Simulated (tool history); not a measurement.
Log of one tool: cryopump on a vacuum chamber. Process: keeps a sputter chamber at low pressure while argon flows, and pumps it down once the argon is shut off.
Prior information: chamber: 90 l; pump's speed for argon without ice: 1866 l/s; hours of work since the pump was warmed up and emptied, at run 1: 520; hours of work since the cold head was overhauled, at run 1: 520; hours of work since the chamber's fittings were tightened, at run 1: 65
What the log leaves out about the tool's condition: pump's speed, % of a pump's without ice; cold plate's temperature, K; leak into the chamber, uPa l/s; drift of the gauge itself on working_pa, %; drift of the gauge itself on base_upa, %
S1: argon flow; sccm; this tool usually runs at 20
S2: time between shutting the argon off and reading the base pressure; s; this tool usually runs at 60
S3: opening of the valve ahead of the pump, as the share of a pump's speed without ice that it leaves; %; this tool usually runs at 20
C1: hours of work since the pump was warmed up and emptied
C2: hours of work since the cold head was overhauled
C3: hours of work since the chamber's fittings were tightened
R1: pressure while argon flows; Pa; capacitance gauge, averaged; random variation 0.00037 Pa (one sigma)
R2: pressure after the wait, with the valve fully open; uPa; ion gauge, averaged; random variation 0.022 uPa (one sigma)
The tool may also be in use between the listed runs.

Run 1, hour 0: usual settings; C1 520; C2 520; C3 65. Result: R1 0.0926 Pa, R2 0.77 uPa.
Run 2, hour 17.2: usual settings; C1 534; C2 534; C3 79. Result: R1 0.0941 Pa, R2 0.81 uPa.
Run 3, hour 29.7: usual settings; C1 543; C2 543; C3 89. Result: R1 0.0935 Pa, R2 0.81 uPa.
Run 4, hour 46.7: usual settings; C1 557; C2 557; C3 102. Result: R1 0.0937 Pa, R2 0.8 uPa.
Run 5, hour 58.2: usual settings; C1 566; C2 566; C3 111. Result: R1 0.0932 Pa, R2 0.83 uPa.
Run 6, hour 70.8: usual settings but S1 39 sccm; C1 575; C2 575; C3 121. Result: R1 0.1824 Pa, R2 0.84 uPa.
Run 7, hour 88.2: usual settings but S1 39 sccm; C1 589; C2 589; C3 134. Result: R1 0.1826 Pa, R2 0.84 uPa.
Run 8, hour 95.9: usual settings but S1 39 sccm, S2 277 s; C1 595; C2 595; C3 140. Result: R1 0.1829 Pa, R2 0.44 uPa.
Run 9, hour 106.6: usual settings but S3 32 %; C1 603; C2 603; C3 149. Result: R1 0.0603 Pa, R2 0.84 uPa.
Run 10, hour 116.1: usual settings but S3 32 %; C1 611; C2 611; C3 156. Result: R1 0.0602 Pa, R2 0.83 uPa.
Run 11, hour 126.1: usual settings but S2 90 s, S3 32 %; C1 619; C2 619; C3 164. Result: R1 0.0603 Pa, R2 0.72 uPa.
Run 12, hour 139.2: usual settings but S2 90 s, S3 32 %; C1 629; C2 629; C3 174. Result: R1 0.0605 Pa, R2 0.75 uPa.
Run 13, hour 147.1: usual settings but S2 22 s, S3 32 %; C1 635; C2 635; C3 180. Result: R1 0.06 Pa, R2 1.78 uPa.
Run 14, hour 164.1: usual settings but S1 39 sccm, S2 28 s; C1 648; C2 648; C3 193. Result: R1 0.1838 Pa, R2 1.51 uPa.
Run 15, hour 176.6: usual settings but S1 21 sccm, S2 224 s, S3 48 %; C1 658; C2 658; C3 203. Result: R1 0.0438 Pa, R2 0.53 uPa.
Run 16, hour 184.1: usual settings but S1 17 sccm, S2 53 s, S3 17 %; C1 664; C2 664; C3 209. Result: R1 0.093 Pa, R2 0.98 uPa.
Run 17, hour 194.4: usual settings but S1 23 sccm, S2 53 s, S3 17 %; C1 672; C2 672; C3 217. Result: R1 0.1265 Pa, R2 0.97 uPa.
Run 18, hour 203.3: usual settings but S1 23 sccm, S2 53 s, S3 17 %; C1 679; C2 679; C3 224. Result: R1 0.1267 Pa, R2 0.99 uPa.
Run 19, hour 214.6: usual settings but S1 18 sccm, S2 231 s, S3 60 %; C1 688; C2 688; C3 233. Result: R1 0.031 Pa, R2 0.6 uPa.
Run 20, hour 229.3: usual settings but S1 15 sccm; C1 699; C2 699; C3 244. Result: R1 0.071 Pa, R2 0.94 uPa.
Run 21, hour 238.4: usual settings but S1 10 sccm; C1 706; C2 706; C3 251. Result: R1 0.0474 Pa, R2 0.96 uPa.
Run 22, hour 248.4: usual settings but S1 15 sccm, S2 164 s, S3 16 %; C1 714; C2 714; C3 259. Result: R1 0.0883 Pa, R2 0.67 uPa.
Run 23, hour 255.6: usual settings but S1 18 sccm, S2 120 s, S3 41 %; C1 719; C2 719; C3 265. Result: R1 0.0434 Pa, R2 0.77 uPa.
Run 24, hour 267.4: usual settings but S1 34 sccm, S2 191 s, S3 41 %; C1 729; C2 729; C3 274. Result: R1 0.082 Pa, R2 0.69 uPa.
Run 25, hour 275.7: usual settings but S1 36 sccm, S2 58 s, S3 27 %; C1 735; C2 735; C3 280. Result: R1 0.129 Pa, R2 1.01 uPa.
Run 26, hour 285.9: usual settings but S1 35 sccm, S2 69 s, S3 27 %; C1 743; C2 743; C3 288. Result: R1 0.1245 Pa, R2 0.95 uPa.

Branching from run 26: 3 alternative next runs. What would each branch give?
Run A, hour 302.2: usual settings but S1 33 sccm, S2 229 s, S3 52 %; C1 756; C2 756; C3 301. Result: R1 ?, R2 ?.
Run B, hour 302.2: usual settings but S1 12 sccm, S2 27 s, S3 22 %; C1 756; C2 756; C3 301. Result: R1 ?, R2 ?.
Run C, hour 302.2: usual settings but S1 13 sccm, S2 81 s, S3 16 %; C1 756; C2 756; C3 301. Result: R1 ?, R2 ?.

run      R1    R2
  A  0.0642  0.66
  B  0.0526  1.71
  C  0.0768  0.88
Had the tool no hidden state, the same runs would have come out as:
run      R1    R2
  A  0.0568  0.29
  B  0.0499  1.34
  C  0.0738   0.5

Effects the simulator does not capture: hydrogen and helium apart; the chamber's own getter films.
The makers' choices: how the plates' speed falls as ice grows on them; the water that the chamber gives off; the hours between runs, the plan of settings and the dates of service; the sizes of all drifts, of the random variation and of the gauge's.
